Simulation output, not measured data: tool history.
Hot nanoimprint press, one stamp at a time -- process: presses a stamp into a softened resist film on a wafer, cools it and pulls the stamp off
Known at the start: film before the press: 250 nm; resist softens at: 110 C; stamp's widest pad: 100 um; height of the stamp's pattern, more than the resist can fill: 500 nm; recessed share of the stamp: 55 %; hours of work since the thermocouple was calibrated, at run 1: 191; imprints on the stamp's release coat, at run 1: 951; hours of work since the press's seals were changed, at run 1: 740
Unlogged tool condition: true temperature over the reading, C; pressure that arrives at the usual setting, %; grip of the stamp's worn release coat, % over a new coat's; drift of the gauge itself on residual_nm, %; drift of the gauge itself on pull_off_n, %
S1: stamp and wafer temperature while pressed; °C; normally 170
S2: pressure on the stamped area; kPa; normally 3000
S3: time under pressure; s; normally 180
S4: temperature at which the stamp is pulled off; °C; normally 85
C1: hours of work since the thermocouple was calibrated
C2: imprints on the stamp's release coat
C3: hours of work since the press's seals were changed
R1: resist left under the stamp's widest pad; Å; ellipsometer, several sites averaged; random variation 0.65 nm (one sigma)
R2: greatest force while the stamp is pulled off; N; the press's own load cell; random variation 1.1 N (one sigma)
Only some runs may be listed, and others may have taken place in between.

| run | hour | S1 | S2 | S3 | S4 | C1 | C2 | C3 | R1 | R2 |
|---|---|---|---|---|---|---|---|---|---|---|
| 1 | 0 | 170 | 3000 | 180 | 85 | 191 | 951 | 740 | 1141 | 123 |
|  | 18.9 | stamp cleaned and given a new release coat |
| 2 | 26.3 | 170 | 3000 | 180 | 85 | 207 | 44 | 755 | 1145 | 122 |
| 3 | 66.4 | 163 | 3000 | 180 | 85 | 238 | 285 | 787 | 1673 | 123 |
| 4 | 89.3 | 170 | 3000 | 180 | 85 | 256 | 422 | 805 | 1148 | 123 |
| 5 | 111.2 | 170 | 3000 | 180 | 85 | 273 | 553 | 822 | 1143 | 123 |
| 6 | 144.7 | 167 | 3000 | 180 | 85 | 299 | 754 | 848 | 1371 | 123 |
|  | 150.8 | plate thermocouple calibrated |
| 7 | 192.2 | 167 | 3000 | 180 | 85 | 32 | 1021 | 883 | 1375 | 123 |
|  | 200.4 | stamp cleaned and given a new release coat |
| 8 | 238.8 | 167 | 3000 | 180 | 85 | 64 | 230 | 914 | 1369 | 121 |
| 9 | 271.9 | 170 | 3000 | 171 | 85 | 90 | 429 | 940 | 1175 | 123 |
| 10 | 302.6 | 170 | 4340 | 180 | 85 | 114 | 613 | 964 | 967 | 122 |
| 11 | 330.1 | 170 | 4340 | 180 | 85 | 135 | 778 | 986 | 962 | 123 |
| 12 | 350.6 | 170 | 4340 | 180 | 85 | 152 | 901 | 1002 | 973 | 122 |
|  | 363.1 | press's hydraulic seals changed and the load cell set to zero |
|  | 385.7 | stamp cleaned and given a new release coat |
| 13 | 406.5 | 170 | 4340 | 180 | 85 | 184 | 125 | 29 | 970 | 123 |
| 14 | 441.7 | 170 | 4340 | 180 | 85 | 212 | 336 | 57 | 968 | 122 |
| 15 | 487.7 | 170 | 4340 | 180 | 85 | 248 | 611 | 93 | 974 | 123 |
| 16 | 535.9 | 161 | 3310 | 174 | 85 | 285 | 901 | 130 | 1826 | 123 |
|  | 560.8 | plate thermocouple calibrated |
|  | 566.8 | stamp cleaned and given a new release coat |
| 17 | 570.5 | 161 | 1990 | 105 | 85 | 3 | 22 | 150 | 2216 | 122 |
| 18 | 595.1 | 161 | 1990 | 105 | 85 | 22 | 170 | 170 | 2234 | 122 |
| 19 | 630.9 | 162 | 3000 | 243 | 79 | 50 | 384 | 198 | 1639 | 137 |
| 20 | 669.6 | 173 | 2750 | 243 | 84 | 80 | 616 | 228 | 903 | 125 |
| 21 | 690.1 | 172 | 3000 | 149 | 85 | 96 | 739 | 244 | 1118 | 124 |
| 22 | 727.9 | 180 | 3000 | 180 | 70 | 126 | 966 | 274 | 644 | 157 |
|  | 746.9 | stamp cleaned and given a new release coat |
| 23 | 772.9 | 180 | 3000 | 180 | 70 | 156 | 156 | 304 | 654 | 157 |
| 24 | 818 | 170 | 2270 | 180 | 90 | 192 | 426 | 339 | 1334 | 109 |
|  | 835.5 | gauge calibrated |
| 25 | 860.6 | 159 | 2100 | 194 | 85 | 225 | 681 | 373 | 2075 | 121 |
| 26 | 902.5 | 173 | 2030 | 252 | 85 | 258 | 933 | 405 | 1011 | 122 |
|  | 926.3 | stamp cleaned and given a new release coat |
| 27 | 937.7 | 173 | 2030 | 252 | 85 | 281 | 69 | 428 | 1018 | 124 |

What does the tool deliver on the next run?
|  | 968.3 | plate thermocouple calibrated |
| 28 | 985.8 | 173 | 2030 | 252 | 85 | 14 | 339 | 463 | ? | ? |

R1: 1010 Å
R2: 123 N
With no hidden state in the tool, this same run would have given R1 1005 Å, R2 123 N.

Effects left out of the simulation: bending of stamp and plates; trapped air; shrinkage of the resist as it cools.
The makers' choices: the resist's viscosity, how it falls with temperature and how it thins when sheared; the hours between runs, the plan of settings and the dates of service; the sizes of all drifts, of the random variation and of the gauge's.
